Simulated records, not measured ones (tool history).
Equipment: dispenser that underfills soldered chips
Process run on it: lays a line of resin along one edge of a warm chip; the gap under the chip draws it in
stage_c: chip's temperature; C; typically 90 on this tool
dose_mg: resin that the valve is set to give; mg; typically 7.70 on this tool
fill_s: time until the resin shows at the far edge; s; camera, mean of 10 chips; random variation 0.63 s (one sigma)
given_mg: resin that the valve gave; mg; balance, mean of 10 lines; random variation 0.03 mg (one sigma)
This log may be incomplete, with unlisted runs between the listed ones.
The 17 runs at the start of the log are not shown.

{"day": 8.112, "done": "new syringe of resin"}
{"run": 18, "day": 8.346, "stage_c": 90, "dose_mg": 7.7, "fill_s": 73.9, "given_mg": 7.54}
{"run": 19, "day": 8.646, "stage_c": 102, "dose_mg": 7.7, "fill_s": 58.1, "given_mg": 7.55}
{"day": 8.896, "done": "new syringe of resin"}
{"run": 20, "day": 9.004, "stage_c": 102, "dose_mg": 7.16, "fill_s": 42.1, "given_mg": 6.96}
{"run": 21, "day": 9.45, "stage_c": 91, "dose_mg": 7.38, "fill_s": 94.5, "given_mg": 7.21}
{"day": 9.679, "done": "new syringe of resin"}
{"day": 9.821, "done": "dispensing valve cleaned and set on the balance"}
{"run": 22, "day": 10.15, "stage_c": 93, "dose_mg": 9.77, "fill_s": 73.1, "given_mg": 9.76}
{"day": 10.512, "done": "new syringe of resin"}
{"run": 23, "day": 10.525, "stage_c": 93, "dose_mg": 9.77, "fill_s": 54.0, "given_mg": 9.74}
{"run": 24, "day": 11.029, "stage_c": 101, "dose_mg": 9.35, "fill_s": 60.4, "given_mg": 9.3}
{"day": 11.292, "done": "new syringe of resin"}
{"day": 11.529, "done": "stage's temperature calibrated"}
{"run": 25, "day": 11.688, "stage_c": 101, "dose_mg": 9.35, "fill_s": 47.1, "given_mg": 9.28}
{"day": 12.125, "done": "new syringe of resin"}
{"run": 26, "day": 12.225, "stage_c": 86, "dose_mg": 8.13, "fill_s": 72.9, "given_mg": 7.98}
{"run": 27, "day": 12.792, "stage_c": 90, "dose_mg": 8.62, "fill_s": 96.9, "given_mg": 8.52}
{"day": 12.933, "done": "new syringe of resin"}
{"run": 28, "day": 13.175, "stage_c": 82, "dose_mg": 8.3, "fill_s": 96.0, "given_mg": 8.13}
{"run": 29, "day": 13.517, "stage_c": 104, "dose_mg": 8.36, "fill_s": 50.8, "given_mg": 8.21}
{"day": 13.7, "done": "new syringe of resin"}
{"run": 30, "day": 13.925, "stage_c": 104, "dose_mg": 8.36, "fill_s": 38.6, "given_mg": 8.2}
{"run": 31, "day": 14.329, "stage_c": 104, "dose_mg": 8.36, "fill_s": 51.8, "given_mg": 8.15}
{"day": 14.508, "done": "new syringe of resin"}
{"run": 32, "day": 14.688, "stage_c": 75, "dose_mg": 7.99, "fill_s": 125.2, "given_mg": 7.82}
{"run": 33, "day": 15.079, "stage_c": 76, "dose_mg": 9.23, "fill_s": 158.9, "given_mg": 8.95}
{"day": 15.196, "done": "dispensing valve cleaned and set on the balance"}
{"day": 15.346, "done": "new syringe of resin"}
{"run": 34, "day": 15.592, "stage_c": 100, "dose_mg": 8.31, "fill_s": 44.8, "given_mg": 8.33}
{"day": 16.112, "done": "new syringe of resin"}
{"run": 35, "day": 16.242, "stage_c": 100, "dose_mg": 8.31, "fill_s": 40.9, "given_mg": 8.33}

What if the next run were any one of these 3? Each begins from the tool's condition after run 35:
{"run": "A", "day": 16.546, "stage_c": 90, "dose_mg": 7.59, "fill_s": "?", "given_mg": "?"}
{"run": "B", "day": 16.546, "stage_c": 80, "dose_mg": 8.31, "fill_s": "?", "given_mg": "?"}
{"run": "C", "day": 16.546, "stage_c": 101, "dose_mg": 7.68, "fill_s": "?", "given_mg": "?"}

run=A fill_s=79.6 given_mg=7.54
run=B fill_s=121.0 given_mg=8.30
run=C fill_s=51.3 given_mg=7.66
Had the tool no hidden state, the same runs would have come out as:
run=A fill_s=55.3 given_mg=7.55
run=B fill_s=83.9 given_mg=8.31
run=C fill_s=35.6 given_mg=7.67

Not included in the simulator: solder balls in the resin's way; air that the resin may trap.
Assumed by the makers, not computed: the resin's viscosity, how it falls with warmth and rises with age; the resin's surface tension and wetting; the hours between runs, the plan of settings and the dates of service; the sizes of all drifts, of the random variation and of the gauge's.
